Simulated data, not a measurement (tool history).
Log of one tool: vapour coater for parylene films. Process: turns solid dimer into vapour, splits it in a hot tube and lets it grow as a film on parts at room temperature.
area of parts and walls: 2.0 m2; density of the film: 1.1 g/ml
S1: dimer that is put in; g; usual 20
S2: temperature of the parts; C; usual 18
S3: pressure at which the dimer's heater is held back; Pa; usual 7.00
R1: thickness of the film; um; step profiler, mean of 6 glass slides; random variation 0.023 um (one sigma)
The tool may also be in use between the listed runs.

Run 1, hour 0.0: usual settings. Result: R1 4.67 um.
Run 2, hour 16.4: usual settings. Result: R1 4.66 um.
Run 3, hour 28.0: usual settings. Result: R1 4.68 um.
Run 4, hour 39.8: usual settings. Result: R1 4.62 um.
At hour 52.2: trap's valve overhauled.
Run 5, hour 55.0: usual settings. Result: R1 4.96 um.
Run 6, hour 80.5: usual settings but S1 14 g. Result: R1 3.50 um.
Run 7, hour 99.2: usual settings but S1 10 g. Result: R1 2.47 um.
Run 8, hour 122.6: usual settings but S1 10 g. Result: R1 2.47 um.
Run 9, hour 140.3: usual settings but S1 10 g. Result: R1 2.47 um.
Run 10, hour 159.4: usual settings but S1 10 g. Result: R1 2.43 um.
Run 11, hour 171.1: usual settings but S1 10 g. Result: R1 2.46 um.
Run 12, hour 185.9: usual settings but S1 10 g. Result: R1 2.46 um.
Run 13, hour 204.5: usual settings but S3 9.96 Pa. Result: R1 4.51 um.
Run 14, hour 226.7: usual settings. Result: R1 4.89 um.
Run 15, hour 248.5: usual settings. Result: R1 4.88 um.
Run 16, hour 259.5: usual settings but S1 21 g. Result: R1 5.08 um.
Run 17, hour 275.3: usual settings but S1 12 g. Result: R1 2.93 um.
Run 18, hour 293.7: usual settings but S1 12 g, S2 12 C. Result: R1 3.58 um.
Run 19, hour 315.6: usual settings but S2 13 C, S3 4.50 Pa. Result: R1 6.30 um.
Run 20, hour 336.7: usual settings but S1 16 g, S2 12 C, S3 10.76 Pa. Result: R1 4.23 um.
Run 21, hour 347.8: usual settings but S1 16 g, S2 12 C, S3 10.76 Pa. Result: R1 4.21 um.
Run 22, hour 360.7: usual settings but S3 8.48 Pa. Result: R1 4.59 um.
Run 23, hour 376.0: usual settings but S2 24 C, S3 2.41 Pa. Result: R1 4.98 um.
Run 24, hour 400.7: usual settings but S3 2.94 Pa. Result: R1 5.82 um.
Run 25, hour 422.1: usual settings but S1 16 g, S2 13 C, S3 6.23 Pa. Result: R1 4.60 um.
Run 26, hour 438.6: usual settings but S1 8 g, S2 11 C, S3 4.06 Pa. Result: R1 2.69 um.
Run 27, hour 453.9: usual settings but S1 30 g, S2 23 C, S3 5.42 Pa. Result: R1 6.37 um.
Run 28, hour 465.9: usual settings but S1 27 g, S3 9.42 Pa. Result: R1 5.93 um.
Run 29, hour 491.1: usual settings but S1 27 g, S3 8.01 Pa. Result: R1 6.18 um.
Run 30, hour 507.6: usual settings but S1 26 g, S2 11 C, S3 10.31 Pa. Result: R1 7.02 um.
Run 31, hour 530.9: usual settings but S1 10 g, S2 24 C. Result: R1 1.91 um.
Run 32, hour 541.4: usual settings but S1 15 g, S2 14 C, S3 9.79 Pa. Result: R1 3.70 um.
Run 33, hour 562.4: usual settings but S1 15 g, S2 14 C, S3 9.79 Pa. Result: R1 3.70 um.
Run 34, hour 575.0: usual settings but S1 28 g, S2 29 C, S3 4.95 Pa. Result: R1 4.94 um.
Run 35, hour 589.8: usual settings but S1 17 g, S2 22 C, S3 5.11 Pa. Result: R1 3.71 um.

The same runs without the tool's hidden state, with the same run-to-run variation:
The hidden state here: vapour lost through the trap's worn valve, %; true temperature of the parts over the reading, C; drift of the gauge itself on film_um, %.
run    R1
  1  5.08
  2  5.08
  3  5.11
  4  5.04
  5  5.04
  6  3.56
  7  2.52
  8  2.53
  9  2.53
 10  2.50
 11  2.53
 12  2.54
 13  4.67
 14  5.07
 15  5.08
 16  5.29
 17  3.06
 18  3.74
 19  6.61
 20  4.44
 21  4.43
 22  4.84
 23  5.26
 24  6.17
 25  4.89
 26  2.87
 27  6.79
 28  6.33
 29  6.62
 30  7.54
 31  2.06
 32  3.99
 33  4.00
 34  5.35
 35  4.02
